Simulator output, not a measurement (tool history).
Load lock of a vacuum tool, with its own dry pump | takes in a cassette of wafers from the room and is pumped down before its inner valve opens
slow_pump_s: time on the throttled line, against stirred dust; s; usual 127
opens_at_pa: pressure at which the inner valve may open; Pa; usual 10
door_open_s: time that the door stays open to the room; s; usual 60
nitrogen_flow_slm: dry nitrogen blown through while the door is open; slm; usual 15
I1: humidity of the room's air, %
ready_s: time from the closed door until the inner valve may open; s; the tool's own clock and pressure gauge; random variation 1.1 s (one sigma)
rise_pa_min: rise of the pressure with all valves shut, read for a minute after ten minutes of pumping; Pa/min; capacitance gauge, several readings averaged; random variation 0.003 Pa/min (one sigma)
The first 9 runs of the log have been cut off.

run 10 hour=880.5 | slow_pump_s=127 opens_at_pa=10 door_open_s=60 nitrogen_flow_slm=5 | I1=42.1 | ready_s=210.0 rise_pa_min=0.125
run 11 hour=969.7 | slow_pump_s=127 opens_at_pa=10 door_open_s=60 nitrogen_flow_slm=5 | I1=44.6 | ready_s=211.7 rise_pa_min=0.135
run 12 hour=1065.6 | slow_pump_s=127 opens_at_pa=10 door_open_s=60 nitrogen_flow_slm=5 | I1=47.4 | ready_s=211.8 rise_pa_min=0.130
run 13 hour=1159.8 | slow_pump_s=127 opens_at_pa=10 door_open_s=60 nitrogen_flow_slm=5 | I1=47.7 | ready_s=210.3 rise_pa_min=0.140
run 14 hour=1225.4 | slow_pump_s=127 opens_at_pa=10 door_open_s=60 nitrogen_flow_slm=15 | I1=48.9 | ready_s=208.9 rise_pa_min=0.135
run 15 hour=1353.2 | slow_pump_s=127 opens_at_pa=10 door_open_s=60 nitrogen_flow_slm=4 | I1=44.6 | ready_s=210.2 rise_pa_min=0.143
run 16 hour=1480.0 | slow_pump_s=127 opens_at_pa=10 door_open_s=60 nitrogen_flow_slm=4 | I1=47.1 | ready_s=211.4 rise_pa_min=0.143
run 17 hour=1606.7 | slow_pump_s=182 opens_at_pa=10 door_open_s=105 nitrogen_flow_slm=15 | I1=41.8 | ready_s=261.5 rise_pa_min=0.143
run 18 hour=1739.3 | slow_pump_s=182 opens_at_pa=10 door_open_s=105 nitrogen_flow_slm=15 | I1=49.2 | ready_s=260.3 rise_pa_min=0.149
run 19 hour=1831.5 | slow_pump_s=182 opens_at_pa=10 door_open_s=105 nitrogen_flow_slm=15 | I1=46.8 | ready_s=260.3 rise_pa_min=0.156
run 20 hour=1930.6 | slow_pump_s=182 opens_at_pa=10 door_open_s=105 nitrogen_flow_slm=15 | I1=43.0 | ready_s=261.2 rise_pa_min=0.153
run 21 hour=2074.3 | slow_pump_s=182 opens_at_pa=10 door_open_s=105 nitrogen_flow_slm=15 | I1=42.7 | ready_s=262.7 rise_pa_min=0.153
run 22 hour=2157.1 | slow_pump_s=182 opens_at_pa=10 door_open_s=105 nitrogen_flow_slm=31 | I1=45.3 | ready_s=261.4 rise_pa_min=0.158
run 23 hour=2262.2 | slow_pump_s=126 opens_at_pa=12 door_open_s=142 nitrogen_flow_slm=33 | I1=41.1 | ready_s=209.8 rise_pa_min=0.153
run 24 hour=2407.8 | slow_pump_s=127 opens_at_pa=10 door_open_s=50 nitrogen_flow_slm=15 | I1=44.7 | ready_s=212.2 rise_pa_min=0.156
run 25 hour=2546.3 | slow_pump_s=87 opens_at_pa=12 door_open_s=153 nitrogen_flow_slm=15 | I1=44.1 | ready_s=174.2 rise_pa_min=0.168
run 26 hour=2669.2 | slow_pump_s=93 opens_at_pa=11 door_open_s=52 nitrogen_flow_slm=8 | I1=44.1 | ready_s=182.8 rise_pa_min=0.162
run 27 hour=2805.7 | slow_pump_s=93 opens_at_pa=11 door_open_s=52 nitrogen_flow_slm=8 | I1=44.3 | ready_s=183.0 rise_pa_min=0.167
run 28 hour=2871.6 | slow_pump_s=129 opens_at_pa=15 door_open_s=61 nitrogen_flow_slm=24 | I1=44.2 | ready_s=209.1 rise_pa_min=0.165
run 29 hour=2993.5 | slow_pump_s=129 opens_at_pa=15 door_open_s=61 nitrogen_flow_slm=24 | I1=44.3 | ready_s=208.8 rise_pa_min=0.171
run 30 hour=3059.5 | slow_pump_s=150 opens_at_pa=18 door_open_s=61 nitrogen_flow_slm=35 | I1=46.8 | ready_s=227.1 rise_pa_min=0.174
run 31 hour=3138.4 | slow_pump_s=127 opens_at_pa=10 door_open_s=171 nitrogen_flow_slm=9 | I1=46.8 | ready_s=213.8 rise_pa_min=0.204
run 32 hour=3200.9 | slow_pump_s=127 opens_at_pa=10 door_open_s=171 nitrogen_flow_slm=9 | I1=47.2 | ready_s=213.4 rise_pa_min=0.204

4 ways to go on from here, each from the tool as it stands after run 32. What would each give?
run A hour=3325.5 | slow_pump_s=127 opens_at_pa=10 door_open_s=162 nitrogen_flow_slm=9 | I1=44.7 | ready_s=? rise_pa_min=?
run B hour=3325.5 | slow_pump_s=175 opens_at_pa=10 door_open_s=60 nitrogen_flow_slm=15 | I1=45.8 | ready_s=? rise_pa_min=?
run C hour=3325.5 | slow_pump_s=108 opens_at_pa=10 door_open_s=171 nitrogen_flow_slm=5 | I1=46.4 | ready_s=? rise_pa_min=?
run D hour=3325.5 | slow_pump_s=127 opens_at_pa=8 door_open_s=60 nitrogen_flow_slm=30 | I1=44.8 | ready_s=? rise_pa_min=?

run=A ready_s=215.4 rise_pa_min=0.214
run=B ready_s=253.5 rise_pa_min=0.177
run=C ready_s=197.1 rise_pa_min=0.212
run=D ready_s=216.5 rise_pa_min=0.172
What these runs would have given with no unlogged condition in the tool:
run=A ready_s=209.6 rise_pa_min=0.047
run=B ready_s=248.3 rise_pa_min=0.013
run=C ready_s=191.4 rise_pa_min=0.050
run=D ready_s=210.5 rise_pa_min=0.011
